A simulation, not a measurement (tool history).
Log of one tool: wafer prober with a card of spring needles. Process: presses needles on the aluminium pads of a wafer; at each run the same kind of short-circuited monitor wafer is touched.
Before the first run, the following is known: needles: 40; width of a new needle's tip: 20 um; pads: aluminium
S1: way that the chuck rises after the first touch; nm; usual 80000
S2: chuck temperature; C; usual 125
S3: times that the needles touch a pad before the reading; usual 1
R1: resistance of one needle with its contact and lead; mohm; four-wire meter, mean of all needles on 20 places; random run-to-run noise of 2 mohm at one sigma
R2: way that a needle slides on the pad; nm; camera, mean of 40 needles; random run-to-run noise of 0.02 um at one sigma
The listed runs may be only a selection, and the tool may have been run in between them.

| run | hour | S1 | S2 | S3 | R1 | R2 |
|---|---|---|---|---|---|---|
| 1 | 0.0 | 80000 | 125 | 1 | 229 | 17210 |
|  | 29.5 | tips cleaned on abrasive film |
| 2 | 39.8 | 80000 | 125 | 1 | 324 | 17110 |
|  | 59.6 | tips cleaned on abrasive film |
| 3 | 74.4 | 80000 | 125 | 1 | 270 | 17110 |
|  | 89.3 | tips cleaned on abrasive film |
| 4 | 116.2 | 80000 | 125 | 1 | 278 | 17030 |
|  | 120.9 | tips cleaned on abrasive film |
|  | 132.0 | height of the first contact set anew |
| 5 | 140.5 | 80000 | 125 | 1 | 276 | 17430 |
|  | 153.2 | tips cleaned on abrasive film |
| 6 | 177.7 | 80000 | 125 | 1 | 280 | 17410 |
|  | 184.6 | tips cleaned on abrasive film |
| 7 | 203.7 | 88000 | 125 | 1 | 265 | 19110 |
|  | 215.1 | tips cleaned on abrasive film |
| 8 | 238.2 | 80000 | 125 | 1 | 280 | 17320 |
|  | 244.9 | tips cleaned on abrasive film |
| 9 | 267.1 | 80000 | 125 | 1 | 287 | 17340 |
|  | 273.9 | tips cleaned on abrasive film |
|  | 281.0 | tips cleaned on abrasive film, once more |
| 10 | 307.1 | 80000 | 125 | 1 | 284 | 17300 |
|  | 309.8 | tips cleaned on abrasive film |
|  | 338.7 | tips cleaned on abrasive film |
| 11 | 354.4 | 80000 | 125 | 1 | 264 | 17240 |
|  | 368.3 | tips cleaned on abrasive film |
|  | 396.8 | tips cleaned on abrasive film |
| 12 | 396.8 | 80000 | 125 | 1 | 228 | 17180 |
|  | 426.4 | tips cleaned on abrasive film |
| 13 | 448.4 | 80000 | 125 | 1 | 282 | 17190 |
|  | 456.8 | tips cleaned on abrasive film |
| 14 | 475.2 | 80000 | 125 | 2 | 258 | 17100 |
|  | 485.7 | tips cleaned on abrasive film |
| 15 | 504.7 | 65000 | 125 | 1 | 316 | 13860 |
|  | 517.2 | tips cleaned on abrasive film |
| 16 | 542.2 | 65000 | 125 | 1 | 332 | 13820 |
|  | 547.0 | tips cleaned on abrasive film |
|  | 552.5 | height of the first contact set anew |
| 17 | 570.6 | 98000 | 125 | 1 | 257 | 21350 |
|  | 578.0 | tips cleaned on abrasive film |
| 18 | 602.0 | 95000 | 125 | 2 | 245 | 20690 |
|  | 607.1 | tips cleaned on abrasive film |
| 19 | 629.9 | 61000 | 48 | 3 | 254 | 13220 |
|  | 637.4 | tips cleaned on abrasive film |
| 20 | 658.6 | 80000 | 45 | 1 | 270 | 17370 |
|  | 667.6 | tips cleaned on abrasive film |
| 21 | 682.5 | 80000 | 53 | 1 | 255 | 17330 |
|  | 698.3 | tips cleaned on abrasive film |
| 22 | 714.9 | 76000 | 125 | 1 | 282 | 16460 |
|  | 729.7 | tips cleaned on abrasive film |
| 23 | 738.5 | 80000 | 41 | 1 | 248 | 17300 |
|  | 761.2 | tips cleaned on abrasive film |
| 24 | 788.2 | 80000 | 47 | 1 | 281 | 17210 |
|  | 791.8 | tips cleaned on abrasive film |
|  | 823.5 | tips cleaned on abrasive film |
| 25 | 824.2 | 81000 | 125 | 2 | 228 | 17430 |
|  | 853.9 | tips cleaned on abrasive film |
| 26 | 858.4 | 65000 | 58 | 3 | 231 | 13940 |
|  | 883.4 | tips cleaned on abrasive film |
| 27 | 898.2 | 65000 | 58 | 3 | 240 | 13900 |
|  | 914.0 | tips cleaned on abrasive film |
| 28 | 932.7 | 65000 | 37 | 2 | 271 | 13890 |
|  | 946.0 | tips cleaned on abrasive film |
| 29 | 957.4 | 68000 | 29 | 1 | 279 | 14500 |
|  | 975.0 | tips cleaned on abrasive film |
|  | 975.3 | height of the first contact set anew |
| 30 | 1001.5 | 68000 | 29 | 2 | 265 | 14840 |
|  | 1004.0 | tips cleaned on abrasive film |
|  | 1035.4 | tips cleaned on abrasive film |
| 31 | 1036.1 | 68000 | 29 | 2 | 208 | 14750 |

Subtracting, for every run, the result it would have given without the tool's unlogged condition from the measured result gives the following. The same run-to-run variation enters both numbers; the gauge's scatter may not:
The hidden state here: debris on the tips, nm; way that the needles fall short of the set height, um; tips' diameter, um; drift of the gauge itself on contact_mohm, %; drift of the gauge itself on scrub_um, %.
| run | R1 | R2 |
|---|---|---|
| 1 | +9 | -210 |
| 2 | +103 | -310 |
| 3 | +50 | -330 |
| 4 | +65 | -350 |
| 5 | +57 | +0 |
| 6 | +61 | -30 |
| 7 | +47 | -60 |
| 8 | +58 | -80 |
| 9 | +63 | -110 |
| 10 | +64 | -140 |
| 11 | +48 | -180 |
| 12 | +6 | -240 |
| 13 | +62 | -250 |
| 14 | +36 | -280 |
| 15 | +87 | -290 |
| 16 | +105 | -320 |
| 17 | +42 | +0 |
| 18 | +29 | -30 |
| 19 | +44 | -50 |
| 20 | +68 | -70 |
| 21 | +55 | -90 |
| 22 | +60 | -110 |
| 23 | +44 | -140 |
| 24 | +80 | -170 |
| 25 | +9 | -220 |
| 26 | +19 | -240 |
| 27 | +31 | -260 |
| 28 | +65 | -290 |
| 29 | +78 | -310 |
| 30 | +65 | +0 |
| 31 | +9 | -50 |

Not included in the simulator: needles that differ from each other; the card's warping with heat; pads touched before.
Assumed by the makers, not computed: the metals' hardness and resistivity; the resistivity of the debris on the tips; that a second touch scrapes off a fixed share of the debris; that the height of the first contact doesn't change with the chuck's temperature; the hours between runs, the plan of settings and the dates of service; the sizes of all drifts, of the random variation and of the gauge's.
